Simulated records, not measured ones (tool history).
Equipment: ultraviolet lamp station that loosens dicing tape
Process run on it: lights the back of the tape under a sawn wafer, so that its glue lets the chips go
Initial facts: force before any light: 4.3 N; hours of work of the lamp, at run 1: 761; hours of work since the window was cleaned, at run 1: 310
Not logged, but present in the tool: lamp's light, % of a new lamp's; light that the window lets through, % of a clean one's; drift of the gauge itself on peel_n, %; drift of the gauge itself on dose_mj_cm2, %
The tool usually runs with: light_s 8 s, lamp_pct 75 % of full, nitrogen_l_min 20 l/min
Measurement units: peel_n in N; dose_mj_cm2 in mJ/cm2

run	hour	light_s	lamp_pct	nitrogen_l_min	hours of work of the lamp	hours of work since the window was cleaned	peel_n	dose_mj_cm2
1	0.0	8	75	20	761	310	1.037	187
# hour 8.6: window cleaned of glue's vapour
2	41.2	8	75	20	786	20	0.883	210
3	113.8	8	75	20	830	63	0.940	201
4	199.3	12	75	20	881	115	0.537	298
5	268.2	12	75	20	923	156	0.547	287
6	349.5	12	91	20	972	205	0.451	338
7	425.9	8	83	20	1018	252	0.948	201
8	492.2	8	83	20	1058	291	0.969	193
# hour 529.5: window cleaned of glue's vapour
9	553.8	8	83	20	1095	15	0.860	221
10	639.5	8	83	20	1146	66	0.843	213
11	709.4	8	83	20	1188	108	0.896	211
12	760.1	8	75	20	1219	139	1.035	186
13	841.2	8	75	20	1268	188	1.075	181
14	932.8	8	75	20	1323	243	1.127	175
15	1018.1	8	75	20	1375	295	1.162	167
# hour 1055.1: window cleaned of glue's vapour
16	1083.9	8	75	20	1414	17	1.006	193
17	1121.6	8	75	20	1437	40	1.016	187
18	1204.3	8	82	20	1486	90	0.966	198
19	1270.9	8	82	20	1527	130	0.987	188
20	1309.4	9	75	20	1550	153	0.950	196
21	1364.0	9	75	20	1583	186	0.941	192
22	1441.5	9	75	20	1629	233	1.030	186
23	1528.4	9	75	20	1682	285	1.036	183
# hour 1573.7: lamp changed
# hour 1582.1: window cleaned of glue's vapour
24	1619.7	10	64	37	27	23	0.617	256
25	1663.9	8	60	11	54	49	1.191	189
26	1739.4	8	60	11	100	95	1.229	184
27	1779.3	8	60	11	124	119	1.231	177
28	1823.1	13	65	10	150	145	0.614	315
29	1895.5	8	100	6	194	189	0.845	290
30	1964.5	10	72	11	235	230	0.773	255
31	2027.2	9	86	20	273	268	0.605	268
# hour 2108.2: window cleaned of glue's vapour
32	2108.7	8	76	17	322	0	0.797	229
33	2160.1	8	76	17	353	31	0.806	223
34	2213.2	4	96	9	385	63	1.721	143
35	2284.5	6	73	12	428	106	1.398	156
36	2375.6	6	73	12	483	161	1.440	153
37	2446.1	4	70	20	525	204	1.927	95
38	2515.6	8	66	34	567	246	0.954	178
39	2597.5	7	89	9	616	295	1.181	202
# hour 2630.2: window cleaned of glue's vapour
40	2664.5	7	71	9	657	21	1.331	178
41	2725.9	7	71	9	694	58	1.390	176
42	2815.3	7	71	9	747	112	1.358	172
43	2894.1	14	75	20	795	159	0.438	350

What differs in the tool's unlogged condition from the final listed run ahead of each entry between runs to the first listed run following it?
Logged between run 1 and run 2: window cleaned of glue's vapour (hour 8.6)
  lamp's light, % of a new lamp's: 87.5 -> 87.2; light that the window lets through, % of a clean one's: 87.5 -> 98.1
  difference, measured minus the result without the unlogged condition, peel_n: +0.311 -> +0.170 N; dose_mj_cm2: -57 -> -35 mJ/cm2
Logged between run 8 and run 9: window cleaned of glue's vapour (hour 529.5)
  lamp's light, % of a new lamp's: 83.3 -> 82.8; light that the window lets through, % of a clean one's: 87.8 -> 98.9
  difference, measured minus the result without the unlogged condition, peel_n: +0.337 -> +0.211 N; dose_mj_cm2: -71 -> -49 mJ/cm2
Logged between run 15 and run 16: window cleaned of glue's vapour (hour 1055.1)
  lamp's light, % of a new lamp's: 78.9 -> 78.4; light that the window lets through, % of a clean one's: 88.5 -> 98.9
  difference, measured minus the result without the unlogged condition, peel_n: +0.437 -> +0.295 N; dose_mj_cm2: -73 -> -55 mJ/cm2
Logged between run 23 and run 24: lamp changed (hour 1573.7); window cleaned of glue's vapour (hour 1582.1)
  lamp's light, % of a new lamp's: 74.5 -> 99.3; light that the window lets through, % of a clean one's: 89.2 -> 98.7
  difference, measured minus the result without the unlogged condition, peel_n: +0.445 -> +0.017 N; dose_mj_cm2: -91 -> -5 mJ/cm2
Logged between run 31 and run 32: window cleaned of glue's vapour (hour 2108.2)
  lamp's light, % of a new lamp's: 95.8 -> 95.1; light that the window lets through, % of a clean one's: 89.4 -> 98.9
  difference, measured minus the result without the unlogged condition, peel_n: +0.122 -> +0.066 N; dose_mj_cm2: -45 -> -15 mJ/cm2
Logged between run 39 and run 40: window cleaned of glue's vapour (hour 2630.2)
  lamp's light, % of a new lamp's: 90.7 -> 90.1; light that the window lets through, % of a clean one's: 88.2 -> 99
  difference, measured minus the result without the unlogged condition, peel_n: +0.290 -> +0.159 N; dose_mj_cm2: -50 -> -22 mJ/cm2
